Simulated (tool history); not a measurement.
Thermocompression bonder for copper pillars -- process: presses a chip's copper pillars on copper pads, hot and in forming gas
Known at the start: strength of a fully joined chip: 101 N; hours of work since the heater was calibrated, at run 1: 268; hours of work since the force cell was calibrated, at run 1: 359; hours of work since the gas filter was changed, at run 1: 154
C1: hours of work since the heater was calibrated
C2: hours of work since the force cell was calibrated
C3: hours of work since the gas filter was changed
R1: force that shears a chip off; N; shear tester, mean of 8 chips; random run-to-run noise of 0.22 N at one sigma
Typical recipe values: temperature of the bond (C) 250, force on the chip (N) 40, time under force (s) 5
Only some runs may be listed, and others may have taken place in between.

Run 1, hour 0.0: usual settings; C1 268; C2 359; C3 154. Result: R1 36.9 N.
Run 2, hour 25.1: usual settings but time under force (s) 3; C1 279; C2 370; C3 166. Result: R1 30.2 N.
Run 3, hour 41.1: usual settings; C1 286; C2 377; C3 172. Result: R1 37.0 N.
Run 4, hour 71.6: usual settings but force on the chip (N) 38; C1 299; C2 390; C3 186. Result: R1 35.0 N.
Run 5, hour 94.5: usual settings but force on the chip (N) 38, time under force (s) 7; C1 309; C2 400; C3 196. Result: R1 39.7 N.
Run 6, hour 108.8: usual settings but force on the chip (N) 38, time under force (s) 7; C1 316; C2 407; C3 202. Result: R1 40.0 N.
Run 7, hour 135.1: usual settings but force on the chip (N) 38, time under force (s) 7; C1 327; C2 418; C3 214. Result: R1 39.9 N.
Run 8, hour 153.8: usual settings but force on the chip (N) 38, time under force (s) 7; C1 335; C2 426; C3 222. Result: R1 39.9 N.
Run 9, hour 176.3: usual settings but force on the chip (N) 38, time under force (s) 7; C1 345; C2 436; C3 232. Result: R1 39.9 N.
Run 10, hour 203.6: usual settings but force on the chip (N) 38, time under force (s) 7; C1 357; C2 448; C3 244. Result: R1 39.9 N.
Run 11, hour 221.0: usual settings but force on the chip (N) 38, time under force (s) 7; C1 365; C2 456; C3 251. Result: R1 39.3 N.
Run 12, hour 236.7: usual settings; C1 372; C2 463; C3 258. Result: R1 37.1 N.
Run 13, hour 256.7: usual settings; C1 380; C2 472; C3 267. Result: R1 37.1 N.
Run 14, hour 284.8: usual settings; C1 393; C2 484; C3 279. Result: R1 37.6 N.
Run 15, hour 305.0: usual settings; C1 402; C2 493; C3 288. Result: R1 37.0 N.
Run 16, hour 321.1: usual settings; C1 409; C2 500; C3 295. Result: R1 37.1 N.
Run 17, hour 350.8: usual settings; C1 422; C2 513; C3 308. Result: R1 36.9 N.
Run 18, hour 373.3: usual settings but time under force (s) 6; C1 432; C2 523; C3 318. Result: R1 39.7 N.
At hour 379.5: forming gas filter changed.
Run 19, hour 397.9: usual settings but time under force (s) 6; C1 442; C2 533; C3 8. Result: R1 39.4 N.
Run 20, hour 428.2: usual settings but time under force (s) 6; C1 455; C2 546; C3 21. Result: R1 40.1 N.
Run 21, hour 454.7: usual settings but temperature of the bond (C) 260, force on the chip (N) 24, time under force (s) 4; C1 467; C2 558; C3 33. Result: R1 20.8 N.
Run 22, hour 467.4: usual settings but temperature of the bond (C) 243, force on the chip (N) 37, time under force (s) 6; C1 473; C2 564; C3 39. Result: R1 32.9 N.
Run 23, hour 497.2: usual settings but temperature of the bond (C) 232, force on the chip (N) 28, time under force (s) 9; C1 486; C2 577; C3 52. Result: R1 24.0 N.
Run 24, hour 526.6: usual settings but temperature of the bond (C) 244, time under force (s) 4; C1 498; C2 589; C3 64. Result: R1 31.2 N.
Run 25, hour 546.9: usual settings but temperature of the bond (C) 224, force on the chip (N) 30, time under force (s) 7; C1 507; C2 598; C3 73. Result: R1 20.9 N.
Run 26, hour 563.6: usual settings but force on the chip (N) 32, time under force (s) 4; C1 515; C2 606; C3 81. Result: R1 26.2 N.
Run 27, hour 578.0: usual settings but force on the chip (N) 32, time under force (s) 4; C1 521; C2 612; C3 87. Result: R1 25.9 N.
Run 28, hour 605.1: usual settings but temperature of the bond (C) 260, force on the chip (N) 37; C1 533; C2 624; C3 99. Result: R1 38.3 N.
Run 29, hour 620.4: usual settings but temperature of the bond (C) 260, force on the chip (N) 37; C1 540; C2 631; C3 106. Result: R1 38.7 N.
Run 30, hour 643.4: usual settings but time under force (s) 9; C1 550; C2 641; C3 116. Result: R1 46.4 N.
Run 31, hour 663.1: usual settings but temperature of the bond (C) 279, time under force (s) 10; C1 558; C2 649; C3 124. Result: R1 64.2 N.
Run 32, hour 682.4: usual settings but force on the chip (N) 56, time under force (s) 11; C1 567; C2 658; C3 133. Result: R1 66.8 N.
Run 33, hour 713.3: usual settings but temperature of the bond (C) 233, time under force (s) 7; C1 580; C2 671; C3 146. Result: R1 33.7 N.
Run 34, hour 735.0: usual settings but temperature of the bond (C) 253, force on the chip (N) 43, time under force (s) 7; C1 590; C2 681; C3 156. Result: R1 47.3 N.
Run 35, hour 762.8: usual settings but temperature of the bond (C) 253, force on the chip (N) 43, time under force (s) 7; C1 602; C2 693; C3 168. Result: R1 47.1 N.
Run 36, hour 782.0: usual settings but temperature of the bond (C) 253, force on the chip (N) 43, time under force (s) 12; C1 610; C2 701; C3 176. Result: R1 56.9 N.
Run 37, hour 800.6: usual settings but temperature of the bond (C) 253, force on the chip (N) 43, time under force (s) 12; C1 618; C2 709; C3 184. Result: R1 56.3 N.
Run 38, hour 820.5: usual settings but temperature of the bond (C) 267, force on the chip (N) 46, time under force (s) 10; C1 627; C2 718; C3 193. Result: R1 64.5 N.
Run 39, hour 850.3: usual settings but force on the chip (N) 24; C1 640; C2 731; C3 206. Result: R1 19.9 N.

Hidden condition of the tool, last listed run before each entry between runs versus first listed run after:
Logged between run 18 and run 19: forming gas filter changed (hour 379.5)
  oxide that the forming gas leaves, % of the face: 0.66 -> 0.5
